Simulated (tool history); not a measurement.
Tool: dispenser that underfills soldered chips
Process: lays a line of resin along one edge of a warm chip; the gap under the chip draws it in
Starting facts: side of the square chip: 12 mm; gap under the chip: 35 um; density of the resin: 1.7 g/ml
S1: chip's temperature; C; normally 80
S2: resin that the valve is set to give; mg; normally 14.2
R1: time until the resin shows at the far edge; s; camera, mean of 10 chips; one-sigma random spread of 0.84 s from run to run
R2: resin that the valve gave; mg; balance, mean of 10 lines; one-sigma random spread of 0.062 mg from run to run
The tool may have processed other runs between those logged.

| run | hour | S1 | S2 | R1 | R2 |
|---|---|---|---|---|---|
| 1 | 0 | 80 | 14.2 | 112.5 | 13.64 |
| 2 | 4.3 | 80 | 14.2 | 138.4 | 13.76 |
| 3 | 6.8 | 80 | 14.2 | 158.3 | 13.67 |
|  | 7.5 | new syringe of resin |
| 4 | 11.5 | 80 | 15.3 | 95.4 | 14.77 |
| 5 | 14.6 | 80 | 15.3 | 111.6 | 14.63 |
| 6 | 17.6 | 80 | 15.3 | 130.9 | 14.72 |
|  | 22.1 | new syringe of resin |
| 7 | 23 | 80 | 14.2 | 85.2 | 13.46 |
| 8 | 29.1 | 80 | 14.2 | 113.7 | 13.45 |
| 9 | 33.1 | 80 | 14.2 | 139.4 | 13.49 |
|  | 36.5 | dispensing valve cleaned and set on the balance |
|  | 37.6 | new syringe of resin |
| 10 | 38.4 | 80 | 14.2 | 84.1 | 14.17 |
| 11 | 44.4 | 80 | 14.2 | 113.5 | 13.99 |
| 12 | 49.7 | 80 | 14.6 | 143.9 | 14.55 |
|  | 52.1 | new syringe of resin |
| 13 | 53.8 | 79 | 14.2 | 92.7 | 14.13 |
| 14 | 57.4 | 88 | 14.2 | 76.6 | 13.98 |
| 15 | 60 | 80 | 14.2 | 121.6 | 14.02 |
| 16 | 62.9 | 80 | 14.2 | 138.7 | 14 |
|  | 66.6 | new syringe of resin |
| 17 | 68.7 | 91 | 14.2 | 57.3 | 13.86 |
| 18 | 73.6 | 91 | 14.2 | 74.6 | 13.95 |
| 19 | 76.8 | 80 | 17.8 | 133.3 | 17.31 |
| 20 | 79.9 | 69 | 13.8 | 244.6 | 13.52 |
|  | 81.2 | new syringe of resin |
| 21 | 84.9 | 69 | 14.2 | 156 | 13.85 |
| 22 | 88.8 | 77 | 13.6 | 133.9 | 13.32 |
| 23 | 91.6 | 91 | 18.4 | 86.5 | 17.75 |
|  | 96 | new syringe of resin |
| 24 | 96.6 | 83 | 16.3 | 73.6 | 15.87 |
| 25 | 101 | 83 | 16.3 | 93.6 | 15.93 |
| 26 | 106.3 | 73 | 14.2 | 182.9 | 13.77 |
|  | 110.5 | new syringe of resin |
| 27 | 111.1 | 73 | 14.2 | 111.3 | 13.67 |
| 28 | 113.9 | 73 | 14.2 | 131 | 13.71 |
| 29 | 118.7 | 88 | 15.5 | 89.9 | 14.91 |
| 30 | 121.2 | 88 | 15.5 | 99.5 | 14.88 |
|  | 125 | new syringe of resin |
| 31 | 126.7 | 88 | 15.5 | 64.7 | 14.8 |
| 32 | 129.8 | 88 | 15.5 | 75.8 | 14.86 |
| 33 | 134.4 | 81 | 15.6 | 124.3 | 14.84 |
|  | 139.5 | new syringe of resin |
| 34 | 140.4 | 81 | 15.6 | 82.7 | 14.95 |
| 35 | 143.1 | 80 | 15.4 | 100.1 | 14.58 |
|  | 148.4 | dispensing valve cleaned and set on the balance |
| 36 | 149.5 | 73 | 16.6 | 171.1 | 16.41 |
| 37 | 152.3 | 73 | 16.6 | 197.1 | 16.56 |

3 ways to go on from here, each from the tool as it stands after run 37. What would each give?
|  | 155 | new syringe of resin |
| A | 158.4 | 85 | 15.1 | ? | ? |
|  | 155 | new syringe of resin |
| B | 158.4 | 81 | 13.4 | ? | ? |
|  | 155 | new syringe of resin |
| C | 158.4 | 87 | 16.6 | ? | ? |

| run | R1 | R2 |
|---|---|---|
| A | 78.6 | 15.01 |
| B | 94.8 | 13.32 |
| C | 74.9 | 16.5 |
The same runs, with their run-to-run variation unchanged, on a tool lacking any hidden condition would have given:
| run | R1 | R2 |
|---|---|---|
| A | 63.2 | 15.13 |
| B | 76.1 | 13.43 |
| C | 60.3 | 16.63 |

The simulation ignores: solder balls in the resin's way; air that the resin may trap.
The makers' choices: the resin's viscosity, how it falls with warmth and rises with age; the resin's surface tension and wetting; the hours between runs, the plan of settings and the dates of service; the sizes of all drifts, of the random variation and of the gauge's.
